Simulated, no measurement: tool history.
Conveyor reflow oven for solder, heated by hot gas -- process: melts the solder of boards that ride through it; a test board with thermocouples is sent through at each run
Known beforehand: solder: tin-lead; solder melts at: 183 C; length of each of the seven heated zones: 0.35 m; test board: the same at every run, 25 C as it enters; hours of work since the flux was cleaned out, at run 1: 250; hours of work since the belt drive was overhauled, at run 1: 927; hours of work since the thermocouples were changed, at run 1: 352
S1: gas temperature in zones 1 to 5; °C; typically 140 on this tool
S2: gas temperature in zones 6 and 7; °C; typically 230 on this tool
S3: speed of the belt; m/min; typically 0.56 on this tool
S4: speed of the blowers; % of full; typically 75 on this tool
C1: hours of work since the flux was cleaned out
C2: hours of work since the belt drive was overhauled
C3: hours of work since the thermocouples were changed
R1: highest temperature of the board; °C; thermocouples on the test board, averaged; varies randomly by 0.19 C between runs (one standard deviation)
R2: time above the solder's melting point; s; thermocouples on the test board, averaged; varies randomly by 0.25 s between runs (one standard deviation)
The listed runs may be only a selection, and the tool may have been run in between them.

run     day   S1   S2     S3  S4   C1    C2   C3     R1    R2
  1       0  140  230   0.56  75  250   927  352  208.6  48.8
  2   2.096  140  230   0.56  85  285   962  386  210.6  51.7
  3   3.179  140  230   0.56  85  303   979  404  210.4  51.5
  4   5.012  140  230   0.56  85  333  1009  434  210.4    51
  5   6.238  140  230   0.56  75  353  1030  454  207.8  47.8
  6   8.333  140  230  0.559  75  387  1064  489  207.6  47.7
  7  10.754  140  230   0.56  75  427  1104  529  207.3    47
     12.942  -- flux residue cleaned out of gas plates and filters
  8  12.942  140  230   0.56  75    0  1136  561  211.8    53
  9  15.496  140  230   0.56  75   42  1178  603  211.5  52.7
 10    17.7  140  230  0.451  75   78  1214  639  217.8  74.2
 11  20.179  140  230   0.56  75  119  1255  680  210.6  52.1
 12  21.575  140  230   0.56  75  142  1278  703  210.7    52
 13  23.162  140  230   0.56  75  168  1304  729  210.4  51.9
     23.521  -- belt drive overhauled, speed set with a stopwatch
     24.192  -- thermocouples of zones 6 and 7 changed
 14  25.558  140  230   0.56  75  203    32   22  208.9  50.5
 15  27.604  140  230   0.56  75  236    66   56  208.5  50.3
 16  28.879  142  223   0.52  75  257    87   77    206  52.5
 17  30.225  154  230  0.613  57  279   109   99  203.3  42.8
 18  31.342  142  230  0.474  68  298   127  117  212.8  65.5
     31.958  -- belt drive overhauled, speed set with a stopwatch, once more
 19  33.496  149  226  0.463  75  330    25  150  211.7  67.2
 20  35.133  140  229  0.514  75  357    52  177  208.8    52
 21  36.388  140  230  0.573  75  378    73  197  205.3  42.8
 22  38.433  140  230  0.573  75  411   106  231  204.6  42.4
 23   40.05  152  235  0.569  63  438   133  257  208.5  50.1
     41.608  -- flux residue cleaned out of gas plates and filters
 24  42.767  146  225  0.584  75   19   174  299  206.2  45.9
 25  45.412  146  225  0.584  75   62   217  342  206.3  45.7
 26  47.071  149  224   0.56  75   90   245  369  207.2  50.6
 27  49.488  144  230  0.507  75  129   284  409  213.9  61.4
 28  51.212  144  230  0.507  75  158   313  437  213.7  60.9
 29  53.192  144  230  0.507  75  190   345  470  213.3  60.6

Forecast each of these 5 alternatives for the next run:
  A  55.329  155  242   0.56  79  225  380  505   ?   ?
  B  55.329  144  234  0.507  75  225  380  505   ?   ?
  C  55.329  144  228  0.481  67  225  380  505   ?   ?
  D  55.329  140  245   0.56  75  225  380  505   ?   ?
  E  55.329  140  230   0.61  89  225  380  505   ?   ?

run     R1    R2
  A  222.9  66.5
  B  216.5  63.5
  C  211.3  61.5
  D  220.9  58.6
  E  209.3  45.2
Without the tool's hidden state the same runs would have given:
run     R1    R2
  A  223.5  66.4
  B  216.9  63.6
  C  211.5  61.6
  D  221.8  58.9
  E  210.2  46.1
